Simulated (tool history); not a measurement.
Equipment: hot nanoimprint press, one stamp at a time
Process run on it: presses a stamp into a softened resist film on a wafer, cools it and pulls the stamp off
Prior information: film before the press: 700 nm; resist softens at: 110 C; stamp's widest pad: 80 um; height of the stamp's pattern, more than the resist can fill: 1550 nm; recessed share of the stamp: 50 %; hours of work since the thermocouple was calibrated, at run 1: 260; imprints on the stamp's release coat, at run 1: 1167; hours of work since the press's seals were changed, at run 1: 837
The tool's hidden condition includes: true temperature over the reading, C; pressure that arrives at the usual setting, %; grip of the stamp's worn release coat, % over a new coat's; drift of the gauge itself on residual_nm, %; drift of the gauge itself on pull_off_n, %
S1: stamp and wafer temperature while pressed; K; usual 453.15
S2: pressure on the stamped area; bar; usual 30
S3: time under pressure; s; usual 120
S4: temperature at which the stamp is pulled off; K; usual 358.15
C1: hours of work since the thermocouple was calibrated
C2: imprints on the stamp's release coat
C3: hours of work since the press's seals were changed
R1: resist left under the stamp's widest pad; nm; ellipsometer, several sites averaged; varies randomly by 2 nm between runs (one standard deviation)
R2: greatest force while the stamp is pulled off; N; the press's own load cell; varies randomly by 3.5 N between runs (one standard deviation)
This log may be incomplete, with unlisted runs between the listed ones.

| run | hour | S1 | S2 | S3 | S4 | C1 | C2 | C3 | R1 | R2 |
|---|---|---|---|---|---|---|---|---|---|---|
| 1 | 0 | 453.15 | 30 | 120 | 358.15 | 260 | 1167 | 837 | 378.7 | 210 |
| 2 | 67.3 | 453.15 | 30 | 120 | 358.15 | 298 | 1340 | 875 | 383.6 | 217 |
|  | 75 | plate thermocouple calibrated |
| 3 | 124.3 | 453.15 | 30 | 120 | 358.15 | 28 | 1479 | 906 | 381.2 | 212 |
| 4 | 156.7 | 463.15 | 30 | 120 | 358.15 | 47 | 1562 | 925 | 241.1 | 216 |
| 5 | 188.7 | 463.15 | 30 | 120 | 358.15 | 65 | 1644 | 943 | 243.9 | 214 |
|  | 209.1 | stamp cleaned and given a new release coat |
| 6 | 239.1 | 442.15 | 30 | 120 | 358.15 | 91 | 77 | 969 | 572.8 | 211 |
| 7 | 308.3 | 442.15 | 30 | 120 | 358.15 | 130 | 255 | 1008 | 575.3 | 207 |
| 8 | 366.3 | 442.15 | 30 | 120 | 358.15 | 163 | 404 | 1041 | 571.7 | 204 |
|  | 388.1 | press's hydraulic seals changed and the load cell set to zero |
| 9 | 417.4 | 442.15 | 30 | 120 | 358.15 | 188 | 515 | 17 | 567.3 | 212 |
| 10 | 458 | 442.15 | 46.7 | 120 | 358.15 | 211 | 619 | 40 | 503.7 | 213 |
| 11 | 486.1 | 453.15 | 34.4 | 120 | 358.15 | 227 | 691 | 56 | 356.9 | 210 |
| 12 | 535 | 453.15 | 34.4 | 120 | 358.15 | 255 | 817 | 84 | 361.2 | 218 |
| 13 | 602.1 | 453.15 | 30 | 83 | 358.15 | 294 | 990 | 123 | 427.2 | 210 |
|  | 615.2 | plate thermocouple calibrated |
| 14 | 648.6 | 443.15 | 38 | 120 | 358.15 | 19 | 1102 | 147 | 517.8 | 212 |
| 15 | 704 | 443.15 | 38 | 120 | 358.15 | 51 | 1244 | 179 | 517.4 | 209 |
| 16 | 771.5 | 455.15 | 29.8 | 127 | 358.15 | 89 | 1418 | 218 | 345.6 | 208 |
| 17 | 806.1 | 455.15 | 29.8 | 127 | 358.15 | 109 | 1506 | 238 | 345.6 | 211 |
| 18 | 840.6 | 455.15 | 31.6 | 99 | 352.15 | 129 | 1595 | 257 | 361.9 | 219 |
|  | 881.2 | stamp cleaned and given a new release coat |
| 19 | 890 | 442.15 | 44.7 | 99 | 352.15 | 154 | 23 | 282 | 530.9 | 217 |
| 20 | 919.1 | 453.15 | 30 | 120 | 362.15 | 171 | 98 | 299 | 381.8 | 205 |
| 21 | 975.6 | 453.15 | 23.2 | 120 | 352.15 | 203 | 243 | 331 | 429.5 | 224 |
| 22 | 1041.1 | 453.15 | 23.2 | 120 | 352.15 | 240 | 411 | 369 | 430.2 | 219 |
| 23 | 1108 | 453.15 | 30.3 | 226 | 352.15 | 279 | 583 | 407 | 309.4 | 218 |
|  | 1150.6 | plate thermocouple calibrated |
| 24 | 1159 | 453.15 | 30.3 | 226 | 352.15 | 5 | 707 | 434 | 308.6 | 221 |
| 25 | 1223.4 | 453.15 | 30.3 | 226 | 352.15 | 42 | 872 | 471 | 308.8 | 217 |
| 26 | 1264.1 | 464.15 | 46.1 | 76 | 351.15 | 65 | 977 | 495 | 214.6 | 223 |

Hidden condition of the tool, last listed run before each entry between runs versus first listed run after:
From run 2 to run 3: plate thermocouple calibrated (hour 75)
  true temperature over the reading, C: -0.02 -> 0; grip of the stamp's worn release coat, % over a new coat's: 0.3 -> 0.4
From run 5 to run 6: stamp cleaned and given a new release coat (hour 209.1)
  pressure that arrives at the usual setting, %: 99.9 -> 99.89; grip of the stamp's worn release coat, % over a new coat's: 0.4 -> 0
From run 8 to run 9: press's hydraulic seals changed and the load cell set to zero (hour 388.1)
  pressure that arrives at the usual setting, %: 99.88 -> 99.99
From run 13 to run 14: plate thermocouple calibrated (hour 615.2)
  true temperature over the reading, C: -0.02 -> 0
From run 18 to run 19: stamp cleaned and given a new release coat (hour 881.2)
  pressure that arrives at the usual setting, %: 99.97 -> 99.96; grip of the stamp's worn release coat, % over a new coat's: 0.4 -> 0
From run 23 to run 24: plate thermocouple calibrated (hour 1150.6)
  true temperature over the reading, C: -0.02 -> 0; pressure that arrives at the usual setting, %: 99.95 -> 99.94; grip of the stamp's worn release coat, % over a new coat's: 0.1 -> 0.2

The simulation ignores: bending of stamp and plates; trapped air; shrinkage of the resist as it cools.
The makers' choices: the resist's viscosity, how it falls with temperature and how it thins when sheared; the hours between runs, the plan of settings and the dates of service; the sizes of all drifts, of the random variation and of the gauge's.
